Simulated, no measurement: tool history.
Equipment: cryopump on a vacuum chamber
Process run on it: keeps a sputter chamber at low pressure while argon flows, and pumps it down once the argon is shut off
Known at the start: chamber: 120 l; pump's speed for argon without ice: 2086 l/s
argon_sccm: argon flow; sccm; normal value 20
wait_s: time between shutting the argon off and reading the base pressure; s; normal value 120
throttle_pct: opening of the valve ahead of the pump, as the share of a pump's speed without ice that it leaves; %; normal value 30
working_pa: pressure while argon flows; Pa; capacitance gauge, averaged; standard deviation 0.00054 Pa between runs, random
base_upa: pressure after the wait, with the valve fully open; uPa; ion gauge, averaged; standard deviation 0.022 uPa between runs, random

run,day,argon_sccm,wait_s,throttle_pct,working_pa,base_upa
1,0.000,20,120,30,0.0544,0.98
2,0.538,20,120,30,0.0546,1.01
3,1.312,20,241,30,0.0553,0.74
4,1.771,20,241,30,0.0557,0.77
5,2.342,20,120,30,0.0546,1.03
6,2.704,20,120,30,0.0548,1.03
7,3.529,20,120,30,0.0550,1.04
8,4.042,16,120,30,0.0443,1.05
9,4.454,16,120,30,0.0437,1.01
10,5.079,16,120,30,0.0443,1.01
11,5.558,16,228,30,0.0442,0.79
12,6.004,16,228,30,0.0443,0.75
13,6.412,16,228,30,0.0444,0.81
14,7.075,16,228,30,0.0447,0.78
15,7.429,16,228,30,0.0447,0.81
16,8.204,16,228,30,0.0442,0.81
17,8.538,20,120,30,0.0559,1.10
18,8.979,20,120,30,0.0556,1.09
19,9.462,20,120,30,0.0556,1.02
20,9.942,24,26,30,0.0681,2.86
21,10.608,24,26,30,0.0675,2.93
22,11.388,15,120,45,0.0283,1.04
23,11.892,13,29,37,0.0298,2.70
24,12.238,23,28,37,0.0527,2.79
25,13.012,18,120,16,0.0934,1.05
26,13.571,18,120,16,0.0930,1.10
27,13.904,18,120,16,0.0925,1.13
28,14.275,16,219,23,0.0581,0.84
29,14.758,10,120,39,0.0224,1.09
30,15.362,25,263,24,0.0872,0.80
31,15.900,25,263,24,0.0887,0.84
32,16.258,20,25,30,0.0567,3.09
33,16.646,20,25,21,0.0801,3.06
34,17.354,21,96,21,0.0851,1.22

Forecast each of these 3 alternatives for the next run:
A,17.812,20,165,30,?,?
B,17.812,27,120,30,?,?
C,17.812,11,29,28,?,?

run,working_pa,base_upa
A,0.0564,0.94
B,0.0770,1.11
C,0.0337,2.71
Had the tool no hidden state, the same runs would have come out as:
run,working_pa,base_upa
A,0.0536,0.49
B,0.0732,0.66
C,0.0322,2.26

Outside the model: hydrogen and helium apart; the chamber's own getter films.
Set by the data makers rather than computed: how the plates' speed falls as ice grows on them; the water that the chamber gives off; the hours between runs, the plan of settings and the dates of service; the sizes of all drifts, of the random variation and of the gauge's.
